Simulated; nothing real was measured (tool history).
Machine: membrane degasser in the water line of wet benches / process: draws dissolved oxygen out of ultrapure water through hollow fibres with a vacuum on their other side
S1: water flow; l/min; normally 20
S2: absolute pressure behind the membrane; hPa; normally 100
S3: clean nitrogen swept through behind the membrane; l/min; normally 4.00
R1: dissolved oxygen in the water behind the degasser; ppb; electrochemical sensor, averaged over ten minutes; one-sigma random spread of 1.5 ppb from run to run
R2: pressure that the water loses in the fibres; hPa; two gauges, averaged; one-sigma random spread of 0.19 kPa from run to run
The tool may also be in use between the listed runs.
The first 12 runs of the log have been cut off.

run 13 hour=1261.3 | S1=20 S2=79 S3=3.15 | R1=148.8 R2=406.9
run 14 hour=1354.8 | S1=20 S2=88 S3=4.00 | R1=144.4 R2=408.7
run 15 hour=1438.1 | S1=20 S2=88 S3=4.00 | R1=142.8 R2=409.5
run 16 hour=1539.7 | S1=20 S2=88 S3=4.00 | R1=144.2 R2=409.1
run 17 hour=1642.6 | S1=17 S2=89 S3=4.22 | R1=101.2 R2=348.1
-- hour=1650.2 vacuum gauge calibrated
run 18 hour=1727.0 | S1=26 S2=203 S3=3.87 | R1=428.8 R2=534.4
run 19 hour=1842.4 | S1=23 S2=100 S3=4.00 | R1=218.0 R2=467.9
run 20 hour=1912.4 | S1=20 S2=100 S3=7.55 | R1=123.0 R2=410.3
run 21 hour=1965.8 | S1=20 S2=100 S3=7.55 | R1=124.1 R2=409.6
run 22 hour=2044.2 | S1=26 S2=198 S3=9.05 | R1=290.4 R2=530.2
-- hour=2096.2 vacuum gauge calibrated, once more
run 23 hour=2159.6 | S1=20 S2=117 S3=5.26 | R1=156.5 R2=406.4
run 24 hour=2275.2 | S1=20 S2=117 S3=5.26 | R1=154.3 R2=407.6
run 25 hour=2382.8 | S1=20 S2=125 S3=7.98 | R1=133.1 R2=410.1
run 26 hour=2486.0 | S1=17 S2=139 S3=7.72 | R1=101.7 R2=350.1
run 27 hour=2594.7 | S1=24 S2=67 S3=7.72 | R1=169.9 R2=488.1
run 28 hour=2694.0 | S1=20 S2=84 S3=3.93 | R1=140.9 R2=409.4
run 29 hour=2767.3 | S1=20 S2=84 S3=3.93 | R1=141.7 R2=409.5
run 30 hour=2870.0 | S1=20 S2=181 S3=4.79 | R1=225.7 R2=407.8
run 31 hour=2968.2 | S1=16 S2=181 S3=6.36 | R1=126.0 R2=328.4

Predict each of these 3 candidate next runs independently; none follows another, all start after run 31:
run A hour=3086.0 | S1=16 S2=151 S3=3.35 | R1=? R2=?
run B hour=3086.0 | S1=24 S2=140 S3=4.00 | R1=? R2=?
run C hour=3086.0 | S1=20 S2=170 S3=2.21 | R1=? R2=?

run=A R1=168.7 R2=330.8
run=B R1=297.2 R2=490.0
run=C R1=363.7 R2=413.1
Stripped of hidden state, with their random variation kept, the same runs would have yielded:
run=A R1=162.6 R2=321.3
run=B R1=280.1 R2=475.7
run=C R1=352.1 R2=401.1

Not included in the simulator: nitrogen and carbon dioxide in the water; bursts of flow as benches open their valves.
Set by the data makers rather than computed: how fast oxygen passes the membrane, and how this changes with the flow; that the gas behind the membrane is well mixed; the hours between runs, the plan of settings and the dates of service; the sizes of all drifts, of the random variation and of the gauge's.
